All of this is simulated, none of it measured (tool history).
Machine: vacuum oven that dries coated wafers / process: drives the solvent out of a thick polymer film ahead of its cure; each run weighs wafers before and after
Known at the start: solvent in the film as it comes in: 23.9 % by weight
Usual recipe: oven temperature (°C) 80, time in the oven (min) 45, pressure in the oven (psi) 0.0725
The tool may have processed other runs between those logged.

run,hour,oven temperature (°C),time in the oven (min),pressure in the oven (psi),solvent left in the film (%)
1,0.0,80,45,0.0725,2.92
2,21.8,80,45,0.0725,2.91
3,40.9,80,45,0.0725,2.85
4,65.7,80,45,0.0725,2.95
5,78.1,80,45,0.0725,2.91
6,97.0,80,45,0.0725,2.93
7,119.3,82,24,0.0725,6.07
8,143.6,93,42,0.0725,0.61
9,160.7,80,56,0.0725,1.92

Forecast run 10:
10,172.2,90,33,0.0966,?

solvent left in the film (%): 1.70
Take away the tool's hidden state, keep the run-to-run variation as it was, and the same run would have given solvent left in the film (%) 1.70.
